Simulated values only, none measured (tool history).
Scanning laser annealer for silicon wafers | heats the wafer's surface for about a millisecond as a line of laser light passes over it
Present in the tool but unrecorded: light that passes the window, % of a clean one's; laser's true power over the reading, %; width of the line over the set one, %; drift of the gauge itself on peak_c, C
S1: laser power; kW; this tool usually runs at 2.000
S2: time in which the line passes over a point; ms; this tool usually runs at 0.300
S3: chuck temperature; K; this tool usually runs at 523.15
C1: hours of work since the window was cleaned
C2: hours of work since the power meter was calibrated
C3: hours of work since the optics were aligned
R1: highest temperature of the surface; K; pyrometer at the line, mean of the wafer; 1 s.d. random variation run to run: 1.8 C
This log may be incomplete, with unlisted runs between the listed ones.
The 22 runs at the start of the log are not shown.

| run | hour | S1 | S2 | S3 | C1 | C2 | C3 | R1 |
|---|---|---|---|---|---|---|---|---|
| 23 | 355.2 | 1.939 | 0.345 | 553.15 | 102 | 360 | 603 | 1370.15 |
| 24 | 371.7 | 1.939 | 0.345 | 553.15 | 110 | 368 | 612 | 1368.15 |
| 25 | 381.5 | 2.072 | 0.277 | 552.15 | 115 | 373 | 617 | 1326.15 |
| 26 | 399.2 | 1.835 | 0.300 | 485.15 | 124 | 382 | 625 | 1199.15 |
| 27 | 415.2 | 1.934 | 0.265 | 541.15 | 132 | 390 | 633 | 1254.15 |
| 28 | 427.8 | 1.934 | 0.265 | 541.15 | 138 | 396 | 640 | 1249.15 |
| 29 | 442.7 | 1.934 | 0.265 | 541.15 | 145 | 404 | 647 | 1249.15 |
| 30 | 463.0 | 1.934 | 0.265 | 541.15 | 156 | 414 | 657 | 1245.15 |
| 31 | 473.9 | 1.934 | 0.265 | 541.15 | 161 | 420 | 663 | 1246.15 |
| 32 | 490.4 | 1.934 | 0.362 | 562.15 | 169 | 428 | 671 | 1389.15 |
| 33 | 502.0 | 1.958 | 0.233 | 515.15 | 175 | 434 | 677 | 1183.15 |
| 34 | 523.9 | 2.000 | 0.294 | 498.15 | 186 | 445 | 688 | 1263.15 |
| 35 | 541.7 | 1.721 | 0.340 | 555.15 | 195 | 454 | 697 | 1267.15 |
|  | 560.1 | optics aligned, line set to its width |
| 36 | 560.1 | 2.000 | 0.247 | 530.15 | 202 | 460 | 0 | 1240.15 |
| 37 | 582.6 | 2.000 | 0.247 | 530.15 | 213 | 472 | 11 | 1236.15 |
| 38 | 594.6 | 2.181 | 0.305 | 523.15 | 219 | 478 | 17 | 1386.15 |
| 39 | 615.4 | 1.929 | 0.246 | 542.15 | 230 | 488 | 28 | 1223.15 |
| 40 | 634.0 | 2.028 | 0.365 | 507.15 | 239 | 497 | 37 | 1385.15 |

Consider 3 possible next runs. They are alternatives, not a sequence: every one starts from the tool as it was left by run 40. What does each give?
| A | 649.6 | 1.884 | 0.229 | 532.15 | 247 | 505 | 45 | ? |
| B | 649.6 | 2.000 | 0.300 | 498.15 | 247 | 505 | 45 | ? |
| C | 649.6 | 2.092 | 0.365 | 507.15 | 247 | 505 | 45 | ? |

| run | R1 |
|---|---|
| A | 1172.15 |
| B | 1281.15 |
| C | 1410.15 |
Without the tool's unlogged condition, the same runs would have read:
| run | R1 |
|---|---|
| A | 1182.15 |
| B | 1293.15 |
| C | 1425.15 |
